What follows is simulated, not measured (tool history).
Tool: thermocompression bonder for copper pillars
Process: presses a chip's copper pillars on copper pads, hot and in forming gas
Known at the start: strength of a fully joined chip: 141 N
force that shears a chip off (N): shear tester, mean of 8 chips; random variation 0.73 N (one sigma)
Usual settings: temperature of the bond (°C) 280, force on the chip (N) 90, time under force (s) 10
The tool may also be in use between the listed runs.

run     day  temperature of the bond (°C)  force on the chip (N)  time under force (s)  force that shears a chip off (N)
  1       0                           280                     90                    10                                49
  2   3.296                           280                     90                    10                              47.1
        5.7  -- force cell calibrated
  3   5.762                           281                     90                    10                              47.2
  4   7.629                           281                     90                    10                              45.7
     10.538  -- forming gas filter changed
  5  11.558                           280                     90                    12                              50.5
     13.025  -- force cell calibrated, once more
  6  14.262                           280                     93                    10                              52.6
  7  16.546                           280                    130                    10                              65.4
  8  19.371                           280                    125                    10                              64.3
  9  21.288                           296                     90                    10                              58.5
 10  23.958                           280                     65                    11                              41.2
 11  27.783                           265                     73                    15                              42.1
     29.704  -- forming gas filter changed
 12  31.525                           289                     73                    15                              56.2
 13  35.483                           289                     93                    18                              67.1
 14  37.167                           289                    101                    18                              71.4
 15  39.167                           280                     90                    21                                64
 16  41.321                           305                    103                    28                              93.4
 17  44.804                           264                    108                    25                              64.7
 18  47.946                           264                    108                    25                              63.5

Hidden state or all else? Some run-to-run changes of force that shears a chip off (N), split into what the settings, what came in and random variation would give without the hidden state, and what is left for the hidden state (with any gauge scatter that isn't in both results):
The hidden state here: true temperature of the bond over the reading, C; force that reaches the chip, % of what is set; oxide that the forming gas leaves, % of the face; drift of the gauge itself on shear_n, %.
Run 5 -> 6: force on the chip (N) 90 -> 93, time under force (s) 12 -> 10, force cell calibrated, once more. force that shears a chip off (N) +2.1: hidden state +4.5, all else -2.4.
Run 15 -> 16: temperature of the bond (°C) 280 -> 305, force on the chip (N) 90 -> 103, time under force (s) 21 -> 28. force that shears a chip off (N) +29.4: hidden state -1, all else +30.4.

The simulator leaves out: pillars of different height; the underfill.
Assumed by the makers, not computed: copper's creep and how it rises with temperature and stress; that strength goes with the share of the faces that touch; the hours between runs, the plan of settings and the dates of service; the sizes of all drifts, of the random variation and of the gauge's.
